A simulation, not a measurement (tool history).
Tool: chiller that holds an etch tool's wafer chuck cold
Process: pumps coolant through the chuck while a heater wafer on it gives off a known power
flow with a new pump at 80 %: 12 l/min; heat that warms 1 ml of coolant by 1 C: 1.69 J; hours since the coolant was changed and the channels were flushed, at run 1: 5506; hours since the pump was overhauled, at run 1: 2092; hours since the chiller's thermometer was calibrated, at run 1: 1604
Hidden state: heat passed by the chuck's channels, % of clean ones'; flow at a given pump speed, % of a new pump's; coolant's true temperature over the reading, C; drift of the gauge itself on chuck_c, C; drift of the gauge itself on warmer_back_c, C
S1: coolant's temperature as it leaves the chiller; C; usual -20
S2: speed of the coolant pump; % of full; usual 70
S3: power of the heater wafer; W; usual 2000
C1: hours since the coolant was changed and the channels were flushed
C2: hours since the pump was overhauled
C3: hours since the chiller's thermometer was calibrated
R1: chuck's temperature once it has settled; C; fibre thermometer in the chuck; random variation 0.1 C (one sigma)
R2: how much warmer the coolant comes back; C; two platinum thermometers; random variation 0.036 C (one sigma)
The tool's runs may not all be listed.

Run 1, hour 0.0: usual settings; C1 5506; C2 2092; C3 1604. Result: R1 -0.1 C, R2 6.79 C.
Run 2, hour 49.5: usual settings but S3 1453 W; C1 5556; C2 2142; C3 1653. Result: R1 -5.5 C, R2 4.88 C.
Run 3, hour 92.0: usual settings but S3 1624 W; C1 5598; C2 2184; C3 1696. Result: R1 -3.9 C, R2 5.42 C.
Run 4, hour 134.6: usual settings but S2 71 % of full; C1 5641; C2 2227; C3 1739. Result: R1 -0.5 C, R2 6.65 C.
Run 5, hour 172.5: usual settings but S2 71 % of full; C1 5679; C2 2265; C3 1776. Result: R1 -0.3 C, R2 6.70 C.
Run 6, hour 220.3: usual settings but S2 93 % of full; C1 5726; C2 2312; C3 1824. Result: R1 -3.9 C, R2 5.16 C.
Run 7, hour 263.7: usual settings but S1 -13 C, S2 93 % of full; C1 5770; C2 2356; C3 1868. Result: R1 2.9 C, R2 5.11 C.
Run 8, hour 308.8: usual settings but S1 -13 C, S2 93 % of full; C1 5815; C2 2401; C3 1913. Result: R1 2.8 C, R2 5.13 C.
Run 9, hour 333.8: usual settings; C1 5840; C2 2426; C3 1938. Result: R1 -0.1 C, R2 6.79 C.
Run 10, hour 359.3: usual settings; C1 5865; C2 2451; C3 1963. Result: R1 -0.4 C, R2 6.79 C.
Run 11, hour 401.0: usual settings but S3 2559 W; C1 5907; C2 2493; C3 2005. Result: R1 5.3 C, R2 8.77 C.
Run 12, hour 433.2: usual settings but S3 2559 W; C1 5939; C2 2525; C3 2037. Result: R1 5.4 C, R2 8.62 C.
Run 13, hour 478.6: usual settings but S1 -18 C, S3 2559 W; C1 5985; C2 2571; C3 2083. Result: R1 7.3 C, R2 8.62 C.
Run 14, hour 523.5: usual settings but S1 -18 C, S3 2559 W; C1 6030; C2 2616; C3 2127. Result: R1 7.2 C, R2 8.63 C.
Run 15, hour 564.0: usual settings but S1 -18 C, S3 2559 W; C1 6070; C2 2656; C3 2168. Result: R1 7.4 C, R2 8.61 C.
Run 16, hour 592.7: usual settings but S1 -18 C, S3 2559 W; C1 6099; C2 2685; C3 2197. Result: R1 7.3 C, R2 8.65 C.
Run 17, hour 625.0: usual settings but S1 -24 C, S2 74 % of full, S3 1143 W; C1 6131; C2 2717; C3 2229. Result: R1 -13.3 C, R2 3.65 C.
Run 18, hour 656.6: usual settings but S1 -29 C, S2 66 % of full, S3 2808 W; C1 6163; C2 2749; C3 2261. Result: R1 0.0 C, R2 10.17 C.
Run 19, hour 687.1: usual settings but S1 -27 C, S2 97 % of full; C1 6193; C2 2779; C3 2291. Result: R1 -11.8 C, R2 4.92 C.

Run 20 comes next. What will it give?
Run 20, hour 712.6: usual settings but S1 -18 C, S2 97 % of full, S3 2770 W; C1 6219; C2 2805; C3 2316. Result: R1 ?, R2 ?.

{"run 20": {"R1": 3.6, "R2": 6.74}}
Without the tool's hidden state the same run would have given R1 3.5 C, R2 6.74 C.
